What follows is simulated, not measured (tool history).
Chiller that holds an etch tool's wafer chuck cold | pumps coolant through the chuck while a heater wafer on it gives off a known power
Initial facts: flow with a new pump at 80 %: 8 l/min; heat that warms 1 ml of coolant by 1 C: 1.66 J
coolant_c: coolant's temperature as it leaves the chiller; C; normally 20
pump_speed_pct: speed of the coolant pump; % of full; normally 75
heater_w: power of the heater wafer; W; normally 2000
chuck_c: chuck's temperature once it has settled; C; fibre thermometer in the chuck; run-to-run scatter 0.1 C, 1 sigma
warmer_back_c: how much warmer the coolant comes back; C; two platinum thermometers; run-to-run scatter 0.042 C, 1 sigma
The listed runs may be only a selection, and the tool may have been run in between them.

run,hour,coolant_c,pump_speed_pct,heater_w,chuck_c,warmer_back_c
1,0,20,75,2000,40.6,9.85
2,35.2,20,75,2000,40.5,9.84
3,67.7,20,75,2000,40.6,9.84
4,90.9,20,61,2000,43.6,12.11
5,119.7,20,61,2000,43.7,12.18
6,142.4,20,61,2000,43.7,12.22
7,193.2,20,61,2000,43.8,12.19
8,234.8,11,75,2000,31.3,9.85
9,272,11,75,2000,31.6,9.85
10,300.4,20,75,2000,40.8,9.87
11,340.7,20,75,2000,40.6,9.88
12,371.1,20,75,1428,34.9,7.14
13,398.4,20,89,2000,38.4,8.32
14,429.5,20,89,2000,38.6,8.32
15,478,20,89,2000,38.4,8.39
16,517.6,20,89,2000,38.5,8.41
17,571.4,19,60,1602,38.6,9.87
18,609.8,24,75,1011,34.8,5.03
19,658.4,24,75,1011,34.8,4.98
20,695.8,20,62,2000,43.8,12.03
21,723.3,20,78,1166,32.2,5.56
22,754.6,20,98,1131,30,4.32
23,777.6,20,74,1331,34.3,6.71
24,804.9,20,74,1331,34.2,6.76
25,831.7,20,74,1331,34.3,6.7
26,867.8,14,88,1007,23.6,4.23
27,901,17,93,2000,35,7.97
28,955.5,20,99,2000,37.6,7.59
29,996.9,20,75,1433,35.2,7.11
30,1047.1,17,76,1763,35.4,8.64
31,1086.5,20,69,2815,51.2,15.32

Forecast each of these 5 alternatives for the next run:
A,1127,17,87,1426,?,?
B,1127,10,77,1560,?,?
C,1127,21,69,2000,?,?
D,1127,17,83,2815,?,?
E,1127,14,68,2046,?,?

run,chuck_c,warmer_back_c
A,30.9,6.13
B,26.4,7.59
C,43.4,10.94
D,44.6,12.7
E,37.1,11.27
The same runs, with their run-to-run variation unchanged, on a tool lacking any hidden condition would have given:
run,chuck_c,warmer_back_c
A,29.4,5.93
B,24.8,7.33
C,41.4,10.57
D,42.2,12.27
E,35,10.9
